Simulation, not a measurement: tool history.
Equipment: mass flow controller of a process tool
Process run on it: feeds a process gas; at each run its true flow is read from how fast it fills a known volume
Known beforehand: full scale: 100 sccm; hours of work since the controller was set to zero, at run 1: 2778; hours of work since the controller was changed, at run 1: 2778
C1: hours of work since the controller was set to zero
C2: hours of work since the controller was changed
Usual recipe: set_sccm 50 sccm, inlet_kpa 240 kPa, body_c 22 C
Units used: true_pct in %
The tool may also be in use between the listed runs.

Run 1, hour 0: usual settings; C1 2778; C2 2778. Result: true_pct 100.63 %.
Run 2, hour 119: usual settings; C1 2870; C2 2870. Result: true_pct 100.75 %.
Run 3, hour 222.8: usual settings; C1 2951; C2 2951. Result: true_pct 100.72 %.
Run 4, hour 321.4: usual settings; C1 3028; C2 3028. Result: true_pct 100.78 %.
At hour 340.2: controller's zero set anew.
Run 5, hour 460.6: usual settings; C1 93; C2 3135. Result: true_pct 101.14 %.
Run 6, hour 623.9: usual settings but body_c 32 C; C1 220; C2 3262. Result: true_pct 101.56 %.
Run 7, hour 840.6: usual settings but inlet_kpa 242 kPa, body_c 28 C; C1 388; C2 3430. Result: true_pct 101.48 %.
Run 8, hour 943.9: usual settings but set_sccm 46 sccm, inlet_kpa 256 kPa; C1 469; C2 3510. Result: true_pct 101.36 %.
Run 9, hour 1099.3: usual settings but set_sccm 46 sccm, inlet_kpa 256 kPa; C1 589; C2 3631. Result: true_pct 101.43 %.
Run 10, hour 1319.5: usual settings but set_sccm 33 sccm, inlet_kpa 249 kPa, body_c 29 C; C1 760; C2 3802. Result: true_pct 102.4 %.
Run 11, hour 1420.6: usual settings but set_sccm 24 sccm, body_c 31 C; C1 839; C2 3880. Result: true_pct 103.26 %.

Predict each of these 3 candidate next runs independently; none follows another, all start after run 11:
At hour 1555.7: controller's zero set anew, once more.
Run A, hour 1638.2: usual settings but set_sccm 67 sccm, inlet_kpa 275 kPa, body_c 29 C; C1 64; C2 4049. Result: true_pct ?.
At hour 1555.7: controller's zero set anew, once more.
Run B, hour 1638.2: usual settings but set_sccm 84 sccm, body_c 31 C; C1 64; C2 4049. Result: true_pct ?.
At hour 1555.7: controller's zero set anew, once more.
Run C, hour 1638.2: usual settings but set_sccm 12 sccm, inlet_kpa 218 kPa; C1 64; C2 4049. Result: true_pct ?.

run  true_pct
  A    100.52
  B    100.91
  C     99.82
Take away the tool's hidden state, keep each run's random variation, and the runs would have read:
run  true_pct
  A     99.15
  B     99.55
  C     98.35
